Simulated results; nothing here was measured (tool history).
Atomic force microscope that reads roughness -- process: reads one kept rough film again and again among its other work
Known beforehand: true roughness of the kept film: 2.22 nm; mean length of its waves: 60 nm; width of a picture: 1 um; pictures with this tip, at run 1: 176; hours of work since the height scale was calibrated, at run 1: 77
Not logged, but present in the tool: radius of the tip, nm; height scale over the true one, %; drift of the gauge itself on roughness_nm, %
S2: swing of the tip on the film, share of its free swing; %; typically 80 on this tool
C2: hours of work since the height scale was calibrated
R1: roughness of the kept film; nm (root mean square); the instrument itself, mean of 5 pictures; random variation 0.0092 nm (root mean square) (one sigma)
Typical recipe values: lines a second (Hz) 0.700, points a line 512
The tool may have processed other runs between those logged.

Run 1, hour 0.0: usual settings; pictures with this tip 176; C2 77. Result: R1 1.982 nm (root mean square).
Run 2, hour 12.7: usual settings; pictures with this tip 189; C2 83. Result: R1 1.975 nm (root mean square).
At hour 15.6: new tip fitted.
Run 3, hour 29.2: usual settings; pictures with this tip 13; C2 91. Result: R1 2.068 nm (root mean square).
Run 4, hour 47.4: usual settings; pictures with this tip 31; C2 100. Result: R1 2.066 nm (root mean square).
Run 5, hour 66.2: usual settings; pictures with this tip 49; C2 110. Result: R1 2.051 nm (root mean square).
Run 6, hour 80.6: usual settings but lines a second (Hz) 1.293; pictures with this tip 63; C2 117. Result: R1 1.971 nm (root mean square).
Run 7, hour 94.0: usual settings but lines a second (Hz) 1.293; pictures with this tip 76; C2 124. Result: R1 1.946 nm (root mean square).
Run 8, hour 110.0: usual settings; pictures with this tip 91; C2 132. Result: R1 2.020 nm (root mean square).
Run 9, hour 121.5: usual settings; pictures with this tip 102; C2 138. Result: R1 2.040 nm (root mean square).
Run 10, hour 136.7: usual settings; pictures with this tip 117; C2 145. Result: R1 2.026 nm (root mean square).
Run 11, hour 156.7: usual settings; pictures with this tip 136; C2 155. Result: R1 2.008 nm (root mean square).
Run 12, hour 174.6: usual settings but S2 75 %; pictures with this tip 154; C2 164. Result: R1 2.019 nm (root mean square).
Run 13, hour 184.9: usual settings but S2 75 %; pictures with this tip 164; C2 169. Result: R1 2.014 nm (root mean square).
Run 14, hour 201.7: usual settings but lines a second (Hz) 3.093; pictures with this tip 180; C2 178. Result: R1 1.704 nm (root mean square).
At hour 213.3: new tip fitted.
Run 15, hour 213.7: usual settings but lines a second (Hz) 2.254; pictures with this tip 0; C2 184. Result: R1 1.872 nm (root mean square).
Run 16, hour 221.9: usual settings but lines a second (Hz) 2.254; pictures with this tip 8; C2 188. Result: R1 1.879 nm (root mean square).
Run 17, hour 232.2: usual settings but lines a second (Hz) 0.773, points a line 681; pictures with this tip 18; C2 193. Result: R1 2.038 nm (root mean square).
Run 18, hour 245.0: usual settings but lines a second (Hz) 0.773, points a line 681; pictures with this tip 31; C2 199. Result: R1 2.038 nm (root mean square).
Run 19, hour 256.7: usual settings but S2 62 %, points a line 276; pictures with this tip 42; C2 205. Result: R1 2.121 nm (root mean square).
Run 20, hour 268.9: usual settings but lines a second (Hz) 1.709; pictures with this tip 54; C2 211. Result: R1 1.928 nm (root mean square).
Run 21, hour 279.3: usual settings but lines a second (Hz) 2.141; pictures with this tip 64; C2 217. Result: R1 1.849 nm (root mean square).
Run 22, hour 298.6: usual settings but lines a second (Hz) 0.799, S2 60 %, points a line 298; pictures with this tip 82; C2 226. Result: R1 2.111 nm (root mean square).
Run 23, hour 308.3: usual settings but points a line 748; pictures with this tip 92; C2 231. Result: R1 2.024 nm (root mean square).
Run 24, hour 327.1: usual settings but points a line 748; pictures with this tip 110; C2 241. Result: R1 2.010 nm (root mean square).
Run 25, hour 346.0: usual settings but lines a second (Hz) 1.907, S2 67 %, points a line 748; pictures with this tip 128; C2 250. Result: R1 1.981 nm (root mean square).
Run 26, hour 357.4: usual settings but lines a second (Hz) 1.907, S2 67 %, points a line 748; pictures with this tip 139; C2 256. Result: R1 1.973 nm (root mean square).
Run 27, hour 370.6: usual settings but lines a second (Hz) 1.187, S2 67 %, points a line 320; pictures with this tip 152; C2 262. Result: R1 2.006 nm (root mean square).
Run 28, hour 390.4: usual settings but lines a second (Hz) 1.187, S2 67 %, points a line 320; pictures with this tip 171; C2 272. Result: R1 1.999 nm (root mean square).
Run 29, hour 404.0: usual settings but lines a second (Hz) 0.581, S2 61 %, points a line 325; pictures with this tip 184; C2 279. Result: R1 2.058 nm (root mean square).

What if the next run were any one of these 4? Each begins from the tool's condition after run 29:
At hour 411.3: new tip fitted.
Run A, hour 413.1: usual settings but lines a second (Hz) 1.242, S2 84 %, points a line 917; pictures with this tip 2; C2 283. Result: R1 ?.
At hour 411.3: new tip fitted.
Run B, hour 413.1: usual settings but lines a second (Hz) 0.598, S2 60 %, points a line 923; pictures with this tip 2; C2 283. Result: R1 ?.
At hour 411.3: new tip fitted.
Run C, hour 413.1: usual settings but lines a second (Hz) 0.581, S2 78 %, points a line 325; pictures with this tip 2; C2 283. Result: R1 ?.
At hour 411.3: new tip fitted.
Run D, hour 413.1: usual settings but lines a second (Hz) 1.853, S2 67 %, points a line 378; pictures with this tip 2; C2 283. Result: R1 ?.

run     R1
  A  1.978
  B  2.169
  C  2.085
  D  2.041
Without the tool's hidden state the same runs would have given:
run     R1
  A  1.976
  B  2.167
  C  2.083
  D  2.039
